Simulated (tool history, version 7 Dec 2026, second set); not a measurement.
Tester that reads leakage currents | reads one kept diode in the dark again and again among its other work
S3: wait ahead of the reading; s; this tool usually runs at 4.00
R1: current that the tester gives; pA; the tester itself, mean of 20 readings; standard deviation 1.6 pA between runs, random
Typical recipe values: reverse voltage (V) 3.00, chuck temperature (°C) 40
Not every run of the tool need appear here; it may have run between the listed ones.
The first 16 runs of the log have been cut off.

At hour 1352.4: tester calibrated.
Run 17, hour 1427.2: usual settings. Result: R1 538.51 pA.
Run 18, hour 1544.0: usual settings. Result: R1 540.77 pA.
Run 19, hour 1649.2: usual settings. Result: R1 539.50 pA.
Run 20, hour 1699.7: usual settings. Result: R1 537.62 pA.
Run 21, hour 1772.0: usual settings but S3 1.65 s. Result: R1 541.37 pA.
Run 22, hour 1878.2: usual settings but S3 1.87 s. Result: R1 542.32 pA.
Run 23, hour 1970.8: usual settings but S3 1.87 s. Result: R1 541.23 pA.
Run 24, hour 2087.7: usual settings but chuck temperature (°C) 21, S3 1.87 s. Result: R1 89.97 pA.
Run 25, hour 2206.3: usual settings but chuck temperature (°C) 21, S3 1.87 s. Result: R1 89.89 pA.
Run 26, hour 2301.0: usual settings but reverse voltage (V) 14.16. Result: R1 875.07 pA.
Run 27, hour 2350.5: usual settings but reverse voltage (V) 14.16. Result: R1 875.12 pA.
Run 28, hour 2442.2: usual settings but reverse voltage (V) 1.89, chuck temperature (°C) 21. Result: R1 77.71 pA.
Run 29, hour 2507.9: usual settings but reverse voltage (V) 12.55, chuck temperature (°C) 26, S3 3.69 s. Result: R1 231.30 pA.
Run 30, hour 2592.4: usual settings but reverse voltage (V) 6.14, chuck temperature (°C) 27. Result: R1 202.86 pA.
At hour 2648.0: chuck's temperature calibrated.
Run 31, hour 2693.4: usual settings but reverse voltage (V) 6.14, chuck temperature (°C) 27, S3 1.23 s. Result: R1 202.89 pA.
Run 32, hour 2772.8: usual settings but reverse voltage (V) 6.14, chuck temperature (°C) 27, S3 1.23 s. Result: R1 203.49 pA.
Run 33, hour 2821.7: usual settings but reverse voltage (V) 6.14, chuck temperature (°C) 27, S3 1.23 s. Result: R1 203.36 pA.
Run 34, hour 2880.5: usual settings but reverse voltage (V) 6.14, chuck temperature (°C) 27, S3 1.23 s. Result: R1 203.90 pA.
Run 35, hour 2964.8: usual settings but reverse voltage (V) 6.14, chuck temperature (°C) 21, S3 0.68 s. Result: R1 113.23 pA.
Run 36, hour 3027.0: usual settings but reverse voltage (V) 6.14, chuck temperature (°C) 21, S3 0.68 s. Result: R1 113.12 pA.
Run 37, hour 3140.1: usual settings but reverse voltage (V) 6.14, chuck temperature (°C) 21, S3 0.68 s. Result: R1 112.41 pA.
Run 38, hour 3232.2: usual settings but reverse voltage (V) 6.14, chuck temperature (°C) 23, S3 0.68 s. Result: R1 137.81 pA.
Run 39, hour 3345.5: usual settings but reverse voltage (V) 6.14, chuck temperature (°C) 23, S3 0.68 s. Result: R1 138.10 pA.
At hour 3384.6: probe card cleaned and baked.
Run 40, hour 3468.0: usual settings but reverse voltage (V) 3.22, chuck temperature (°C) 34, S3 2.52 s. Result: R1 321.71 pA.

Alternative continuations, all from the tool just after run 40; predict every row:
Run A, hour 3535.0: usual settings but reverse voltage (V) 6.16, chuck temperature (°C) 29, S3 3.18 s. Result: R1 ?.
Run B, hour 3535.0: usual settings but chuck temperature (°C) 37. Result: R1 ?.
Run C, hour 3535.0: usual settings but reverse voltage (V) 2.57, chuck temperature (°C) 47. Result: R1 ?.
Run D, hour 3535.0: usual settings but reverse voltage (V) 11.03, chuck temperature (°C) 25, S3 0.35 s. Result: R1 ?.

run      R1
  A  245.49
  B  411.41
  C  943.61
  D  202.68
What these runs would have given with no unlogged condition in the tool:
run      R1
  A  245.37
  B  411.22
  C  943.22
  D  202.57
